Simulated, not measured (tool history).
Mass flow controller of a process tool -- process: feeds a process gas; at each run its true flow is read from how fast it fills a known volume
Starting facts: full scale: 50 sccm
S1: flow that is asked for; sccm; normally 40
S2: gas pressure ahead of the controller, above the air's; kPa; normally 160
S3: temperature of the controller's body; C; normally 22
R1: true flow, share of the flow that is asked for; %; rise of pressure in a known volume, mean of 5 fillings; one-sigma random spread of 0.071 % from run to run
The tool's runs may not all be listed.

run,hour,S1,S2,S3,R1
1,0.0,40,160,22,99.62
2,159.3,40,160,22,99.53
3,286.7,34,160,22,99.47
4,371.9,40,160,22,99.74
5,530.9,40,160,36,98.63
6,663.9,40,160,36,98.82
7,765.2,40,160,28,99.58
8,857.0,50,160,28,100.09
9,998.1,50,160,28,100.10
10,1138.8,50,160,28,100.19
11,1286.3,50,160,28,100.20
12,1404.4,50,160,28,100.42
13,1532.9,50,160,28,100.54
14,1613.2,50,178,37,99.91
15,1758.1,50,178,37,99.93
16,1899.5,40,170,34,99.62
17,2046.3,31,200,28,99.73
18,2139.8,31,262,31,99.83
19,2222.6,35,160,22,100.60
20,2297.7,28,160,22,100.11
21,2399.1,40,160,31,100.13
22,2497.8,40,160,27,100.59

What if the next run were any one of these 3? Each begins from the tool's condition after run 22:
A,2603.0,40,217,21,?
B,2603.0,7,160,27,?
C,2603.0,16,253,30,?

run,R1
A,101.26
B,98.65
C,99.32
The same runs, with their run-to-run variation unchanged, on a tool lacking any hidden condition would have given:
run,R1
A,99.81
B,97.23
C,97.90
